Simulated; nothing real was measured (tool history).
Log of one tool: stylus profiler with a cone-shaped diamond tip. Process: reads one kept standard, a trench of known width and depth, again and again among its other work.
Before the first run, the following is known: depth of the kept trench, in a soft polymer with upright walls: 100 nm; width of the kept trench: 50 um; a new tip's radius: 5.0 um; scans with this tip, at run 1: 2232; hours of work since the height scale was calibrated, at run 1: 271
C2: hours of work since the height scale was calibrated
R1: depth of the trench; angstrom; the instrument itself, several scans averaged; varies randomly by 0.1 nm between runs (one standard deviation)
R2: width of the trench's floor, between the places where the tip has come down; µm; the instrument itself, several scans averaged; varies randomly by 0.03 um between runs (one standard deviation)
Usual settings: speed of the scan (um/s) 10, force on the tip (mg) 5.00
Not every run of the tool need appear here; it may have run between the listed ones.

{"run": 1, "hour": 0.0, "speed of the scan (um/s)": 10, "force on the tip (mg)": 5.0, "scans with this tip": 2232, "C2": 271, "R1": 1011.9, "R2": 47.69}
{"run": 2, "hour": 10.9, "speed of the scan (um/s)": 10, "force on the tip (mg)": 4.55, "scans with this tip": 2281, "C2": 277, "R1": 1009.2, "R2": 47.68}
{"run": 3, "hour": 21.7, "speed of the scan (um/s)": 10, "force on the tip (mg)": 4.55, "scans with this tip": 2331, "C2": 283, "R1": 1011.0, "R2": 47.64}
{"run": 4, "hour": 30.9, "speed of the scan (um/s)": 10, "force on the tip (mg)": 4.55, "scans with this tip": 2373, "C2": 288, "R1": 1009.6, "R2": 47.63}
{"run": 5, "hour": 38.4, "speed of the scan (um/s)": 10, "force on the tip (mg)": 4.55, "scans with this tip": 2407, "C2": 292, "R1": 1009.6, "R2": 47.66}
{"run": 6, "hour": 53.8, "speed of the scan (um/s)": 10, "force on the tip (mg)": 4.55, "scans with this tip": 2477, "C2": 300, "R1": 1008.2, "R2": 47.64}
{"run": 7, "hour": 69.2, "speed of the scan (um/s)": 31, "force on the tip (mg)": 4.55, "scans with this tip": 2547, "C2": 309, "R1": 1008.4, "R2": 47.6}
{"run": 8, "hour": 78.2, "speed of the scan (um/s)": 10, "force on the tip (mg)": 12.03, "scans with this tip": 2588, "C2": 314, "R1": 1020.0, "R2": 47.66}
{"run": 9, "hour": 91.4, "speed of the scan (um/s)": 10, "force on the tip (mg)": 12.03, "scans with this tip": 2648, "C2": 321, "R1": 1020.2, "R2": 47.68}
{"run": 10, "hour": 104.2, "speed of the scan (um/s)": 2, "force on the tip (mg)": 5.0, "scans with this tip": 2707, "C2": 328, "R1": 1011.1, "R2": 47.59}
{"run": 11, "hour": 116.4, "speed of the scan (um/s)": 10, "force on the tip (mg)": 4.35, "scans with this tip": 2762, "C2": 335, "R1": 1008.8, "R2": 47.7}
{"run": 12, "hour": 124.7, "speed of the scan (um/s)": 10, "force on the tip (mg)": 4.35, "scans with this tip": 2800, "C2": 340, "R1": 1009.6, "R2": 47.6}
{"run": 13, "hour": 132.1, "speed of the scan (um/s)": 26, "force on the tip (mg)": 4.35, "scans with this tip": 2834, "C2": 344, "R1": 1008.9, "R2": 47.51}
{"run": 14, "hour": 145.8, "speed of the scan (um/s)": 9, "force on the tip (mg)": 2.1, "scans with this tip": 2897, "C2": 351, "R1": 1004.2, "R2": 47.61}
{"run": 15, "hour": 159.0, "speed of the scan (um/s)": 9, "force on the tip (mg)": 2.1, "scans with this tip": 2957, "C2": 358, "R1": 1004.5, "R2": 47.57}
{"run": 16, "hour": 166.6, "speed of the scan (um/s)": 3, "force on the tip (mg)": 1.97, "scans with this tip": 2992, "C2": 363, "R1": 1004.3, "R2": 47.59}
{"run": 17, "hour": 176.9, "speed of the scan (um/s)": 2, "force on the tip (mg)": 7.3, "scans with this tip": 3038, "C2": 368, "R1": 1014.3, "R2": 47.65}
{"run": 18, "hour": 192.2, "speed of the scan (um/s)": 2, "force on the tip (mg)": 4.76, "scans with this tip": 3108, "C2": 377, "R1": 1008.0, "R2": 47.61}
{"run": 19, "hour": 204.6, "speed of the scan (um/s)": 10, "force on the tip (mg)": 4.79, "scans with this tip": 3165, "C2": 384, "R1": 1009.7, "R2": 47.6}

Forecast each of these 5 alternatives for the next run:
{"run": "A", "hour": 211.5, "speed of the scan (um/s)": 30, "force on the tip (mg)": 6.42, "scans with this tip": 3196, "C2": 387, "R1": "?", "R2": "?"}
{"run": "B", "hour": 211.5, "speed of the scan (um/s)": 10, "force on the tip (mg)": 5.78, "scans with this tip": 3196, "C2": 387, "R1": "?", "R2": "?"}
{"run": "C", "hour": 211.5, "speed of the scan (um/s)": 23, "force on the tip (mg)": 3.7, "scans with this tip": 3196, "C2": 387, "R1": "?", "R2": "?"}
{"run": "D", "hour": 211.5, "speed of the scan (um/s)": 14, "force on the tip (mg)": 4.79, "scans with this tip": 3196, "C2": 387, "R1": "?", "R2": "?"}
{"run": "E", "hour": 211.5, "speed of the scan (um/s)": 2, "force on the tip (mg)": 12.35, "scans with this tip": 3196, "C2": 387, "R1": "?", "R2": "?"}

run=A R1=1010.9 R2=47.47
run=B R1=1011.4 R2=47.55
run=C R1=1008.4 R2=47.47
run=D R1=1008.1 R2=47.54
run=E R1=1019.8 R2=47.58
Had the tool no hidden state, the same runs would have come out as:
run=A R1=1012.5 R2=47.87
run=B R1=1013.0 R2=47.96
run=C R1=1010.0 R2=47.87
run=D R1=1009.7 R2=47.95
run=E R1=1021.4 R2=47.98
